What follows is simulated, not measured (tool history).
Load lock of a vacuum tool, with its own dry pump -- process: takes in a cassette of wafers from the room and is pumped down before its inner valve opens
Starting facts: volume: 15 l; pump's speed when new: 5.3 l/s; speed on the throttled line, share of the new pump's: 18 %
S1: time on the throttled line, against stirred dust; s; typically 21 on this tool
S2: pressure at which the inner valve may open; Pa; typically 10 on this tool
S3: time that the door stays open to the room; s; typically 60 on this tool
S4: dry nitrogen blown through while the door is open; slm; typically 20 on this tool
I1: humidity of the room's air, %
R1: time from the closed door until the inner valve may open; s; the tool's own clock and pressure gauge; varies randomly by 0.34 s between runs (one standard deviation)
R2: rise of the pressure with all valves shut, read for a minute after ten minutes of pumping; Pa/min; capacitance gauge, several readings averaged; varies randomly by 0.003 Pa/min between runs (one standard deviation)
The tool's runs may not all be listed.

{"run": 1, "day": 0.0, "S1": 21, "S2": 10, "S3": 60, "S4": 20, "I1": 41.9, "R1": 43.5, "R2": 0.051}
{"run": 2, "day": 13.821, "S1": 21, "S2": 10, "S3": 60, "S4": 20, "I1": 43.5, "R1": 43.4, "R2": 0.051}
{"run": 3, "day": 28.592, "S1": 13, "S2": 10, "S3": 60, "S4": 20, "I1": 42.9, "R1": 36.5, "R2": 0.055}
{"run": 4, "day": 46.588, "S1": 21, "S2": 10, "S3": 60, "S4": 20, "I1": 42.8, "R1": 44.2, "R2": 0.047}
{"run": 5, "day": 72.271, "S1": 21, "S2": 10, "S3": 60, "S4": 20, "I1": 39.5, "R1": 42.5, "R2": 0.05}
{"run": 6, "day": 92.683, "S1": 28, "S2": 15, "S3": 25, "S4": 26, "I1": 44.7, "R1": 48.0, "R2": 0.031}
{"run": 7, "day": 120.133, "S1": 28, "S2": 15, "S3": 25, "S4": 26, "I1": 45.8, "R1": 47.5, "R2": 0.041}
{"run": 8, "day": 136.567, "S1": 13, "S2": 15, "S3": 25, "S4": 26, "I1": 44.1, "R1": 36.2, "R2": 0.041}
{"run": 9, "day": 164.167, "S1": 34, "S2": 9, "S3": 114, "S4": 5, "I1": 42.5, "R1": 54.2, "R2": 0.077}
{"run": 10, "day": 183.35, "S1": 34, "S2": 9, "S3": 114, "S4": 5, "I1": 45.6, "R1": 54.9, "R2": 0.084}

Consider 4 possible next runs. They are alternatives, not a sequence: every one starts from the tool as it was left by run 10. What does each give?
{"run": "A", "day": 205.992, "S1": 34, "S2": 9, "S3": 114, "S4": 37, "I1": 46.3, "R1": "?", "R2": "?"}
{"run": "B", "day": 205.992, "S1": 20, "S2": 12, "S3": 191, "S4": 5, "I1": 44.6, "R1": "?", "R2": "?"}
{"run": "C", "day": 205.992, "S1": 21, "S2": 9, "S3": 215, "S4": 20, "I1": 46.0, "R1": "?", "R2": "?"}
{"run": "D", "day": 205.992, "S1": 21, "S2": 15, "S3": 60, "S4": 20, "I1": 45.0, "R1": "?", "R2": "?"}

run=A R1=53.9 R2=0.050
run=B R1=41.3 R2=0.096
run=C R1=44.0 R2=0.084
run=D R1=42.1 R2=0.048
With the hidden condition removed and each run's random variation left untouched, the same runs would have given:
run=A R1=53.9 R2=0.049
run=B R1=41.3 R2=0.095
run=C R1=43.9 R2=0.083
run=D R1=42.0 R2=0.047
